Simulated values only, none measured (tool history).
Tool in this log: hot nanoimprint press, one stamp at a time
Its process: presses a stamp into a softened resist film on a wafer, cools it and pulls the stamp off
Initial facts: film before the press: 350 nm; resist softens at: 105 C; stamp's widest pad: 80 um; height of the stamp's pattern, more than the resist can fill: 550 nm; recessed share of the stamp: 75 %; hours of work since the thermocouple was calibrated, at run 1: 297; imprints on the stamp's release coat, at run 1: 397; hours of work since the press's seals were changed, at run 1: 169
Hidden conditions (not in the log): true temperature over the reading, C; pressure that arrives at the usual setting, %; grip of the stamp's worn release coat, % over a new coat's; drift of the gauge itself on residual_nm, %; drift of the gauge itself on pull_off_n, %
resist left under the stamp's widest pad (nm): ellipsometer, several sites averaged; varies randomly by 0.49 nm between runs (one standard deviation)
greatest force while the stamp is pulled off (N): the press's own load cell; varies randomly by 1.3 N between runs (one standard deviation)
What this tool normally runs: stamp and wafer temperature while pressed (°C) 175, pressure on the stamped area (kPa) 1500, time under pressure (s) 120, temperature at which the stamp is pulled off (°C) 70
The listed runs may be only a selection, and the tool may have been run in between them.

run	day	stamp and wafer temperature while pressed (°C)	pressure on the stamped area (kPa)	time under pressure (s)	temperature at which the stamp is pulled off (°C)	hours of work since the thermocouple was calibrated	imprints on the stamp's release coat	hours of work since the press's seals were changed	resist left under the stamp's widest pad (nm)	greatest force while the stamp is pulled off (N)
1	0.000	175	1500	120	70	297	397	169	157.5	173
2	0.538	175	1500	120	75	305	425	177	158.3	163
3	0.962	175	1500	120	70	311	448	183	158.0	176
4	1.525	175	1500	120	70	319	478	191	157.8	178
5	2.079	175	1500	120	70	327	507	199	158.5	176
6	2.392	175	1500	62	70	332	524	203	194.4	176
7	2.733	175	1500	62	70	337	542	208	195.1	176
8	3.025	175	1840	120	70	341	557	212	141.6	179
9	3.558	174	1840	120	70	349	585	220	148.9	177
10	3.904	174	1840	120	70	353	604	225	149.0	179
11	4.317	175	1850	120	70	359	626	231	141.2	179
12	4.821	175	1850	120	70	367	652	238	141.6	183
13	5.254	175	1850	120	70	373	675	244	141.8	180
14	5.817	175	1850	120	67	381	705	252	141.8	186
15	6.333	175	1850	120	67	388	732	260	142.5	188
16	6.704	175	1320	87	64	394	752	265	188.9	196
17	7.021	175	1320	87	64	398	769	270	189.9	195
18	7.371	175	1320	87	69	403	787	275	189.2	186
19	7.612	169	1760	120	70	407	800	278	195.7	183
20	7.854	175	1690	118	70	410	813	282	151.5	183
21	8.258	175	2290	220	70	416	834	287	101.9	185
22	8.662	172	1250	120	75	422	856	293	201.4	173
23	9.225	172	1250	120	66	430	885	301	202.6	192
24	9.754	163	1290	166	55	438	913	309	262.3	217
25	10.142	171	1490	159	56	443	934	315	178.2	220
26	10.483	175	1500	120	71	448	952	319	160.3	186
27	10.758	175	1500	120	71	452	967	323	160.8	185
28	11.075	175	1500	71	71	457	983	328	190.0	185
29	11.346	175	1500	71	71	460	998	332	189.6	186
30	11.783	163	1500	120	68	467	1021	338	266.4	193

Some steps in resist left under the stamp's widest pad (nm), run to run, broken into two amounts with sign: the step expected even without the hidden condition (settings, incoming material, random variation), and the rest, left for the hidden condition together with whatever gauge scatter is not in both the measured and the hidden-condition-free result:
Run 19 -> 20: stamp and wafer temperature while pressed (°C) 169 -> 175, pressure on the stamped area (kPa) 1760 -> 1690, time under pressure (s) 120 -> 118. resist left under the stamp's widest pad (nm) -44.2: hidden state -1.7, all else -42.5.
Run 20 -> 21: pressure on the stamped area (kPa) 1690 -> 2290, time under pressure (s) 118 -> 220. resist left under the stamp's widest pad (nm) -49.6: hidden state -1.5, all else -48.1.
Run 21 -> 22: stamp and wafer temperature while pressed (°C) 175 -> 172, pressure on the stamped area (kPa) 2290 -> 1250, time under pressure (s) 220 -> 120, temperature at which the stamp is pulled off (°C) 70 -> 75. resist left under the stamp's widest pad (nm) +99.5: hidden state +2.8, all else +96.7.
Run 24 -> 25: stamp and wafer temperature while pressed (°C) 163 -> 171, pressure on the stamped area (kPa) 1290 -> 1490, time under pressure (s) 166 -> 159, temperature at which the stamp is pulled off (°C) 55 -> 56. resist left under the stamp's widest pad (nm) -84.1: hidden state -0.3, all else -83.8.
Run 29 -> 30: stamp and wafer temperature while pressed (°C) 175 -> 163, time under pressure (s) 71 -> 120, temperature at which the stamp is pulled off (°C) 71 -> 68. resist left under the stamp's widest pad (nm) +76.8: hidden state +0.9, all else +75.9.
